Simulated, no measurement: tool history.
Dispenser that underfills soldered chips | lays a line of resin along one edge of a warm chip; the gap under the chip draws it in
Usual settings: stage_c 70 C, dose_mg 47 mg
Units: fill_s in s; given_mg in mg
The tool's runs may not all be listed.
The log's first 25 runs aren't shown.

-- day=11.521 new syringe of resin
-- day=11.933 new syringe of resin
run 26 day=11.954 | stage_c=70 dose_mg=45.1 | fill_s=108.5 given_mg=43.1
-- day=12.35 new syringe of resin
run 27 day=12.458 | stage_c=70 dose_mg=45.1 | fill_s=119.7 given_mg=42.44
-- day=12.558 dispensing valve cleaned and set on the balance
-- day=12.812 new syringe of resin
run 28 day=12.912 | stage_c=58 dose_mg=47.2 | fill_s=164.9 given_mg=47.15
-- day=13.262 new syringe of resin
run 29 day=13.317 | stage_c=57 dose_mg=49.5 | fill_s=166.1 given_mg=48.97
-- day=13.675 new syringe of resin
run 30 day=13.854 | stage_c=66 dose_mg=55.8 | fill_s=129 given_mg=55.16
-- day=14.108 new syringe of resin
run 31 day=14.396 | stage_c=70 dose_mg=50.8 | fill_s=121.6 given_mg=49.72
-- day=14.538 new syringe of resin
-- day=14.975 new syringe of resin
run 32 day=15.092 | stage_c=57 dose_mg=41.7 | fill_s=180.4 given_mg=40.24
-- day=15.404 new syringe of resin
run 33 day=15.55 | stage_c=83 dose_mg=58.4 | fill_s=75.6 given_mg=55.95

3 ways to go on from here, each from the tool as it stands after run 33. What would each give?
-- day=15.829 new syringe of resin
run A day=15.958 | stage_c=84 dose_mg=58.4 | fill_s=? given_mg=?
-- day=15.829 new syringe of resin
run B day=15.958 | stage_c=58 dose_mg=56 | fill_s=? given_mg=?
-- day=15.829 new syringe of resin
run C day=15.958 | stage_c=61 dose_mg=58.4 | fill_s=? given_mg=?

run=A fill_s=74.1 given_mg=55.47
run=B fill_s=157.5 given_mg=53.32
run=C fill_s=147.1 given_mg=56.12
Without the tool's hidden state the same runs would have given:
run=A fill_s=72.7 given_mg=57.93
run=B fill_s=155.8 given_mg=55.69
run=C fill_s=145.4 given_mg=58.61

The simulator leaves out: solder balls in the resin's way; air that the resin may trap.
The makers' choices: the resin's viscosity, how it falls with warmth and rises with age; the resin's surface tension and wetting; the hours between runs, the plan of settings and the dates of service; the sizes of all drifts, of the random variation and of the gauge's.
